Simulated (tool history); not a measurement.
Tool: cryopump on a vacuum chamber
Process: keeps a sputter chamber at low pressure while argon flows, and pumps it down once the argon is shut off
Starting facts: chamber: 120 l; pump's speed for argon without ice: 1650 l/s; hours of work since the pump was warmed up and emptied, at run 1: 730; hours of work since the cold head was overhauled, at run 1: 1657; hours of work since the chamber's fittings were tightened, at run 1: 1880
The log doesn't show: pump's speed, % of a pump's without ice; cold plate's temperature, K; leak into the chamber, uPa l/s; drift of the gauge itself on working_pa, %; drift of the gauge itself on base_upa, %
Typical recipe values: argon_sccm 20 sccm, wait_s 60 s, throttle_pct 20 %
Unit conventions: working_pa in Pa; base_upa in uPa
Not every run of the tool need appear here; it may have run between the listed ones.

run,day,argon_sccm,wait_s,throttle_pct,hours of work since the pump was warmed up and emptied,hours of work since the cold head was overhauled,hours of work since the chamber's fittings were tightened,working_pa,base_upa
1,0,20,60,20,730,1657,1880,0.1082,1.8
2,2.467,20,60,20,754,1681,1904,0.1087,1.8
# day 4.7: leaking fittings of the chamber tightened, without venting
3,6.55,20,60,50,792,1720,18,0.0472,1.12
4,8.667,20,60,50,813,1741,39,0.0473,1.14
5,11.167,20,60,50,837,1765,63,0.0479,1.13
6,14.133,20,26,20,866,1794,92,0.1103,2.24
# day 14.938: pump warmed up, emptied and cooled again
7,16.954,38,60,20,20,1819,117,0.1965,1.07
8,19.879,38,60,20,48,1848,146,0.1964,1.07
9,21.683,38,60,20,66,1865,163,0.1974,1.12
10,24.321,38,60,20,91,1891,189,0.1976,1.1
11,27.379,38,60,20,121,1921,218,0.1981,1.16
12,29.867,38,60,20,145,1945,243,0.1977,1.1
13,34.15,38,60,20,187,1987,284,0.1978,1.15
14,37.746,38,60,20,222,2021,319,0.1994,1.18
15,41.317,38,60,20,256,2056,354,0.1994,1.15
16,43.6,38,60,20,279,2078,376,0.2009,1.21
17,47.492,38,60,20,316,2116,414,0.2012,1.25
18,49.729,38,60,20,338,2138,436,0.2009,1.23
19,52.612,15,96,53,366,2166,464,0.0314,0.89
20,56.633,15,96,53,405,2205,503,0.0317,0.97
21,60.417,15,96,53,442,2242,540,0.0322,0.95
22,62.758,12,96,50,465,2265,562,0.0265,0.99
23,65.746,20,55,43,494,2294,591,0.0522,1.36
24,68.275,20,55,43,518,2318,616,0.0513,1.4
25,70.508,16,25,20,540,2340,638,0.0858,2.57
26,73.612,16,25,20,570,2370,668,0.0854,2.5
27,75.904,16,25,20,593,2392,690,0.0862,2.48
28,79.017,16,25,20,623,2423,720,0.0857,2.56
29,83.075,16,25,20,662,2462,760,0.0862,2.63
30,86.133,13,117,20,692,2492,790,0.0706,0.98
31,89.196,11,92,29,722,2522,819,0.0426,1.13
32,91.421,11,92,29,743,2543,841,0.0427,1.19
33,93.846,27,60,29,767,2567,865,0.1042,1.45
34,95.654,20,60,20,785,2584,882,0.1094,1.49
35,98.642,9,114,48,814,2613,911,0.0225,1.07

Alternative continuations, all from the tool just after run 35; predict every row:
A,102.621,16,194,49,852,2652,950,?,?
B,102.621,23,173,41,852,2652,950,?,?
C,102.621,24,114,27,852,2652,950,?,?

run,working_pa,base_upa
A,0.039,0.93
B,0.066,0.91
C,0.0989,1.1
Take away the tool's hidden state, keep each run's random variation, and the runs would have read:
run,working_pa,base_upa
A,0.0333,0.44
B,0.0577,0.43
C,0.0903,0.62

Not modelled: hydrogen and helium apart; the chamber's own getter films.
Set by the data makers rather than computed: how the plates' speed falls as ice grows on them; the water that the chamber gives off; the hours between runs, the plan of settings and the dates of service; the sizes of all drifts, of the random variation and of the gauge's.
